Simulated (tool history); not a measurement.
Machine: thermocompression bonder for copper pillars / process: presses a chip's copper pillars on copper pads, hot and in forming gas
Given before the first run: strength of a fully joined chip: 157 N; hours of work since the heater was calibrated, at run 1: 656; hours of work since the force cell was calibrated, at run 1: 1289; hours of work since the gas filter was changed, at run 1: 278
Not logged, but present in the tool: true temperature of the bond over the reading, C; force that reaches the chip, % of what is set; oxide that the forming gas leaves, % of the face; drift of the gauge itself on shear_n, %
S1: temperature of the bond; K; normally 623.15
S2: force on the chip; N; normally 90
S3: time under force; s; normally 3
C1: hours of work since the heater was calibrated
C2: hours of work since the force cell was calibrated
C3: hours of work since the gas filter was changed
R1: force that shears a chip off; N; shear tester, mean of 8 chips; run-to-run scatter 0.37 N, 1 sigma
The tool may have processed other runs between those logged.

| run | hour | S1 | S2 | S3 | C1 | C2 | C3 | R1 |
|---|---|---|---|---|---|---|---|---|
| 1 | 0.0 | 623.15 | 90 | 3 | 656 | 1289 | 278 | 59.4 |
| 2 | 29.9 | 623.15 | 90 | 3 | 677 | 1310 | 298 | 58.9 |
| 3 | 81.8 | 623.15 | 90 | 3 | 713 | 1346 | 334 | 59.2 |
| 4 | 112.3 | 623.15 | 90 | 3 | 735 | 1367 | 356 | 58.8 |
| 5 | 141.0 | 650.15 | 90 | 3 | 754 | 1387 | 376 | 73.0 |
| 6 | 179.5 | 650.15 | 90 | 3 | 781 | 1414 | 402 | 74.0 |
|  | 220.0 | forming gas filter changed |
| 7 | 236.8 | 650.15 | 90 | 3 | 821 | 1453 | 12 | 76.8 |
| 8 | 296.4 | 650.15 | 90 | 3 | 862 | 1495 | 53 | 77.1 |
| 9 | 352.1 | 623.15 | 90 | 2 | 901 | 1534 | 92 | 51.9 |
| 10 | 394.2 | 623.15 | 90 | 3 | 930 | 1563 | 121 | 61.5 |
| 11 | 446.9 | 623.15 | 90 | 3 | 967 | 1599 | 158 | 61.2 |
| 12 | 506.2 | 623.15 | 90 | 3 | 1008 | 1641 | 199 | 61.0 |
| 13 | 563.3 | 602.15 | 129 | 5 | 1048 | 1680 | 239 | 89.3 |
| 14 | 590.1 | 594.15 | 90 | 6 | 1066 | 1699 | 257 | 61.2 |
| 15 | 621.2 | 653.15 | 109 | 7 | 1088 | 1720 | 279 | 116.8 |
| 16 | 674.5 | 623.15 | 96 | 4 | 1125 | 1757 | 316 | 73.2 |
|  | 679.0 | heater calibrated with a thermocouple chip |
| 17 | 730.7 | 623.15 | 121 | 3 | 36 | 1795 | 353 | 84.9 |
| 18 | 776.8 | 623.15 | 121 | 3 | 68 | 1827 | 386 | 85.4 |
| 19 | 834.2 | 647.15 | 90 | 3 | 108 | 1867 | 425 | 74.8 |
|  | 840.9 | forming gas filter changed |
| 20 | 873.4 | 647.15 | 126 | 3 | 135 | 1894 | 23 | 107.8 |
|  | 892.6 | heater calibrated with a thermocouple chip, once more |
| 21 | 923.0 | 647.15 | 126 | 3 | 21 | 1927 | 56 | 103.2 |
| 22 | 967.8 | 614.15 | 116 | 2 | 52 | 1958 | 87 | 64.9 |
| 23 | 1000.4 | 614.15 | 116 | 2 | 75 | 1981 | 109 | 63.9 |

Measured less the same run without the tool's hidden state. The same run-to-run variation is in both; the gauge's scatter may not be:
| run | R1 |
|---|---|
| 1 | +3.1 |
| 2 | +3.0 |
| 3 | +2.9 |
| 4 | +2.9 |
| 5 | +2.8 |
| 6 | +2.8 |
| 7 | +6.2 |
| 8 | +6.2 |
| 9 | +4.9 |
| 10 | +5.4 |
| 11 | +5.4 |
| 12 | +5.2 |
| 13 | +6.1 |
| 14 | +5.4 |
| 15 | +4.4 |
| 16 | +5.5 |
| 17 | +7.1 |
| 18 | +7.0 |
| 19 | +6.4 |
| 20 | +10.8 |
| 21 | +6.4 |
| 22 | +5.5 |
| 23 | +5.3 |
